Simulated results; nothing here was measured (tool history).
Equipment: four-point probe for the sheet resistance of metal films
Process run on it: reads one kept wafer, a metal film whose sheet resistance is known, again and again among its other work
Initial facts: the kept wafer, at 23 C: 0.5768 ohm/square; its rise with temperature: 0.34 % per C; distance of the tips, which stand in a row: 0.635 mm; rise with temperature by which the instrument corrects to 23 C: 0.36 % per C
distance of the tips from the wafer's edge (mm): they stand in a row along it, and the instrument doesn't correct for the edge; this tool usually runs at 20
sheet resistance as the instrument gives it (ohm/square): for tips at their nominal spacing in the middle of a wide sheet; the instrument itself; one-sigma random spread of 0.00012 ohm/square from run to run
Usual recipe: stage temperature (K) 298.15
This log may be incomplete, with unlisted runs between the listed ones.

run,hour,stage temperature (K),distance of the tips from the wafer's edge (mm),sheet resistance as the instrument gives it (ohm/square)
1,0,298.15,20,0.570605
2,48.3,298.15,20,0.570559
3,88.3,306.15,20,0.569621
4,118,306.15,20,0.569598
5,184.1,298.15,20,0.570338
6,239.4,298.15,20,0.570039
7,289.6,294.15,20,0.570515
8,319.7,294.15,20,0.570479
9,369,294.15,20,0.570252
10,435.1,294.15,20,0.570169
11,495.8,294.15,20,0.570022
12,526.4,294.15,20,0.570103
13,581.3,294.15,20,0.570017
14,620.4,298.15,10,0.570343
15,687.7,298.15,10,0.570261
16,742.9,298.15,10,0.570079
17,801.2,297.15,20,0.568911
18,860.4,297.15,20,0.568917
19,900.2,298.15,20,0.568915
20,954.2,298.15,20,0.56902
21,990.4,298.15,20,0.568874
22,1035.4,298.15,20,0.568738
23,1072.4,298.15,20,0.568534
24,1139.8,306.15,37,0.567022
25,1194.3,291.15,23,0.569045
26,1252,294.15,26,0.568564
27,1318.7,300.15,8,0.569496
28,1369.9,302.15,5,0.572101
29,1403.5,302.15,5,0.572058
30,1463.3,302.15,5,0.572034
31,1518.8,304.15,30,0.566716
32,1579.6,300.15,48,0.567269
33,1652.7,300.15,26,0.567131
# hour 1665.2: stage's thermometer calibrated
34,1705,299.15,58,0.567362
35,1762.1,299.15,58,0.567336
36,1795.8,292.15,18,0.568691
37,1859,292.15,59,0.56803
38,1916.6,292.15,59,0.567845
39,1953.8,293.15,38,0.567655
# hour 1973.7: new probe head fitted
40,2017.4,295.15,3,0.591574
41,2086.9,292.15,69,0.578225
42,2144,291.15,5,0.583383
43,2210.1,291.15,5,0.582903
44,2255.8,291.15,5,0.582986
45,2300.2,298.15,7,0.579673
46,2331.9,293.15,42,0.577485

Branching from run 46: 3 alternative next runs. What would each branch give?
A,2393,301.15,18,?
B,2393,298.15,43,?
C,2393,294.15,42,?

run,sheet resistance as the instrument gives it (ohm/square)
A,0.576827
B,0.57717
C,0.57742
Stripped of hidden state, with their random variation kept, the same runs would have yielded:
run,sheet resistance as the instrument gives it (ohm/square)
A,0.576491
B,0.576836
C,0.577088

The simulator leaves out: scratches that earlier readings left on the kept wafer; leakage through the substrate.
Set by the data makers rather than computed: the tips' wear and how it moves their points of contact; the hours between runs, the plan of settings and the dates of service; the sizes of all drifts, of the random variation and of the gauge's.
